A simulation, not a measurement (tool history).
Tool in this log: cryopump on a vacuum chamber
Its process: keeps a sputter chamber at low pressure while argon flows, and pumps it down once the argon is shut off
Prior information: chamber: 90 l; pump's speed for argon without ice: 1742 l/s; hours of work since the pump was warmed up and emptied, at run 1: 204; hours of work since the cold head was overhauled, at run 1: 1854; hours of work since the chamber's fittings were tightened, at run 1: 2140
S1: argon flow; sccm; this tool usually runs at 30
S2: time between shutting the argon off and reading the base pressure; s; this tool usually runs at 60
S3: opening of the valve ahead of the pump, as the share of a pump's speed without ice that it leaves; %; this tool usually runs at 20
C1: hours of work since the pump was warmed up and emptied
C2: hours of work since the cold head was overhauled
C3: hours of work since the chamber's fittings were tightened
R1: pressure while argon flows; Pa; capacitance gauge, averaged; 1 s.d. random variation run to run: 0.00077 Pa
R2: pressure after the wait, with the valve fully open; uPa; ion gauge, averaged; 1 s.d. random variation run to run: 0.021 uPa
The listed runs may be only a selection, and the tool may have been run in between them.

Run 1, day 0.000: usual settings; C1 204; C2 1854; C3 2140. Result: R1 0.1484 Pa, R2 1.77 uPa.
Run 2, day 2.458: usual settings; C1 244; C2 1894; C3 2180. Result: R1 0.1499 Pa, R2 1.79 uPa.
Run 3, day 5.767: usual settings; C1 297; C2 1947; C3 2233. Result: R1 0.1504 Pa, R2 1.88 uPa.
Run 4, day 8.246: usual settings; C1 337; C2 1988; C3 2274. Result: R1 0.1497 Pa, R2 1.96 uPa.
Run 5, day 11.229: usual settings but S3 24 %; C1 386; C2 2036; C3 2322. Result: R1 0.1276 Pa, R2 2.00 uPa.
Run 6, day 12.996: usual settings but S1 59 sccm, S3 24 %; C1 414; C2 2065; C3 2350. Result: R1 0.2507 Pa, R2 2.08 uPa.
Run 7, day 16.050: usual settings but S1 59 sccm, S3 24 %; C1 464; C2 2114; C3 2400. Result: R1 0.2543 Pa, R2 2.20 uPa.
Run 8, day 18.533: usual settings but S1 59 sccm, S3 24 %; C1 504; C2 2154; C3 2440. Result: R1 0.2563 Pa, R2 2.18 uPa.
Run 9, day 20.796: usual settings but S1 13 sccm, S2 246 s; C1 540; C2 2191; C3 2477. Result: R1 0.0665 Pa, R2 2.01 uPa.
Run 10, day 23.792: usual settings but S1 49 sccm, S2 93 s, S3 54 %; C1 589; C2 2239; C3 2525. Result: R1 0.1041 Pa, R2 2.26 uPa.
Run 11, day 26.404: usual settings but S1 49 sccm, S2 93 s, S3 54 %; C1 631; C2 2282; C3 2567. Result: R1 0.1057 Pa, R2 2.26 uPa.
Run 12, day 28.458: usual settings but S1 59 sccm, S3 48 %; C1 664; C2 2315; C3 2601. Result: R1 0.1424 Pa, R2 2.41 uPa.
Run 13, day 30.562: usual settings but S3 16 %; C1 698; C2 2349; C3 2635. Result: R1 0.1944 Pa, R2 2.56 uPa.

Consider 5 possible next runs. They are alternatives, not a sequence: every one starts from the tool as it was left by run 13. What does each give?
Run A, day 33.667: usual settings but S2 246 s, S3 16 %; C1 749; C2 2399; C3 2685. Result: R1 ?, R2 ?.
Run B, day 33.667: usual settings but S2 42 s, S3 16 %; C1 749; C2 2399; C3 2685. Result: R1 ?, R2 ?.
Run C, day 33.667: usual settings but S1 26 sccm, S2 37 s, S3 23 %; C1 749; C2 2399; C3 2685. Result: R1 ?, R2 ?.
Run D, day 33.667: usual settings but S1 33 sccm, S2 100 s; C1 749; C2 2399; C3 2685. Result: R1 ?, R2 ?.
Run E, day 33.667: usual settings but S1 33 sccm, S2 59 s, S3 16 %; C1 749; C2 2399; C3 2685. Result: R1 ?, R2 ?.

run      R1    R2
  A  0.1951  2.38
  B  0.1952  2.76
  C  0.1224  2.81
  D  0.1749  2.57
  E  0.2162  2.67
Had the tool no hidden state, the same runs would have come out as:
run      R1    R2
  A  0.1814  0.25
  B  0.1815  0.66
  C  0.1104  0.72
  D  0.1597  0.38
  E  0.2009  0.54

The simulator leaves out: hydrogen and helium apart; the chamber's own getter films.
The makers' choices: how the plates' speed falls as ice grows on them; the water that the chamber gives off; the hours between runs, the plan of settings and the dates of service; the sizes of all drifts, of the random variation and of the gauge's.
